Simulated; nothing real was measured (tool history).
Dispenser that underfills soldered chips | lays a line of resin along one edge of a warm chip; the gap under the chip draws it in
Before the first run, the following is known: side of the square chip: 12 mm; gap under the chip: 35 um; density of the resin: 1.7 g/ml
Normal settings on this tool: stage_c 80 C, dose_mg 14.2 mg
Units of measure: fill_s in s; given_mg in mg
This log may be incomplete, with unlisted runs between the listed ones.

Run 1, day 0.000: usual settings. Result: fill_s 228.2 s, given_mg 13.26 mg.
Run 2, day 0.225: usual settings. Result: fill_s 264.8 s, given_mg 13.06 mg.
At day 0.421: new syringe of resin.
Run 3, day 0.421: usual settings. Result: fill_s 194.3 s, given_mg 13.18 mg.
Run 4, day 0.596: usual settings but stage_c 94 C. Result: fill_s 139.4 s, given_mg 12.91 mg.
Run 5, day 0.921: usual settings but stage_c 94 C. Result: fill_s 174.2 s, given_mg 13.13 mg.
At day 1.083: new syringe of resin.
Run 6, day 1.238: usual settings but stage_c 94 C. Result: fill_s 137.4 s, given_mg 13.04 mg.
Run 7, day 1.483: usual settings but stage_c 94 C. Result: fill_s 166.4 s, given_mg 12.85 mg.
At day 1.746: new syringe of resin.
Run 8, day 1.746: usual settings but stage_c 94 C. Result: fill_s 124.7 s, given_mg 12.99 mg.
Run 9, day 2.112: usual settings. Result: fill_s 254.5 s, given_mg 12.87 mg.
Run 10, day 2.342: usual settings but stage_c 94 C. Result: fill_s 189.0 s, given_mg 12.67 mg.
At day 2.396: new syringe of resin.
Run 11, day 2.554: usual settings but stage_c 75 C. Result: fill_s 273.9 s, given_mg 12.66 mg.
Run 12, day 2.912: usual settings but stage_c 75 C. Result: fill_s 344.1 s, given_mg 12.46 mg.
At day 3.079: new syringe of resin.
Run 13, day 3.129: usual settings but dose_mg 17.0 mg. Result: fill_s 206.0 s, given_mg 15.00 mg.
Run 14, day 3.342: usual settings but stage_c 68 C, dose_mg 17.0 mg. Result: fill_s 367.6 s, given_mg 15.07 mg.
At day 3.700: dispensing valve cleaned and set on the balance.
At day 3.771: new syringe of resin.
Run 15, day 3.825: usual settings. Result: fill_s 209.9 s, given_mg 14.18 mg.
Run 16, day 4.121: usual settings. Result: fill_s 257.9 s, given_mg 14.19 mg.
At day 4.438: new syringe of resin.
Run 17, day 4.462: usual settings. Result: fill_s 206.0 s, given_mg 13.96 mg.
Run 18, day 4.675: usual settings. Result: fill_s 235.3 s, given_mg 13.90 mg.
Run 19, day 5.012: usual settings but stage_c 75 C, dose_mg 14.9 mg. Result: fill_s 352.4 s, given_mg 14.51 mg.
At day 5.096: new syringe of resin.
Run 20, day 5.229: usual settings but stage_c 69 C, dose_mg 13.0 mg. Result: fill_s 332.4 s, given_mg 12.69 mg.
Run 21, day 5.492: usual settings but stage_c 92 C, dose_mg 17.4 mg. Result: fill_s 173.8 s, given_mg 16.89 mg.
At day 5.754: new syringe of resin.
Run 22, day 5.921: usual settings but stage_c 86 C, dose_mg 15.6 mg. Result: fill_s 180.8 s, given_mg 15.11 mg.
Run 23, day 6.112: usual settings but stage_c 74 C, dose_mg 12.9 mg. Result: fill_s 327.2 s, given_mg 12.26 mg.
At day 6.438: new syringe of resin.
Run 24, day 6.483: usual settings but stage_c 87 C, dose_mg 13.2 mg. Result: fill_s 162.7 s, given_mg 12.60 mg.
Run 25, day 6.696: usual settings but stage_c 91 C, dose_mg 16.5 mg. Result: fill_s 163.9 s, given_mg 15.68 mg.
At day 7.092: new syringe of resin.
Run 26, day 7.104: usual settings but stage_c 91 C, dose_mg 16.5 mg. Result: fill_s 140.4 s, given_mg 15.62 mg.
Run 27, day 7.529: usual settings but dose_mg 14.8 mg. Result: fill_s 275.2 s, given_mg 13.94 mg.
At day 7.754: new syringe of resin.
Run 28, day 7.812: usual settings but dose_mg 14.8 mg. Result: fill_s 205.8 s, given_mg 13.74 mg.
Run 29, day 8.075: usual settings but stage_c 89 C, dose_mg 17.2 mg. Result: fill_s 181.5 s, given_mg 15.94 mg.
At day 8.404: new syringe of resin.
Run 30, day 8.446: usual settings but stage_c 89 C, dose_mg 17.2 mg. Result: fill_s 155.7 s, given_mg 15.99 mg.

Run 31 comes next. What will it give?
Run 31, day 8.821: usual settings but stage_c 90 C, dose_mg 13.8 mg. Result: fill_s ?, given_mg ?.

{"run 31": {"fill_s": 197.4, "given_mg": 12.78}}
With no hidden state in the tool, this same run would have given fill_s 137.7 s, given_mg 13.89 mg.
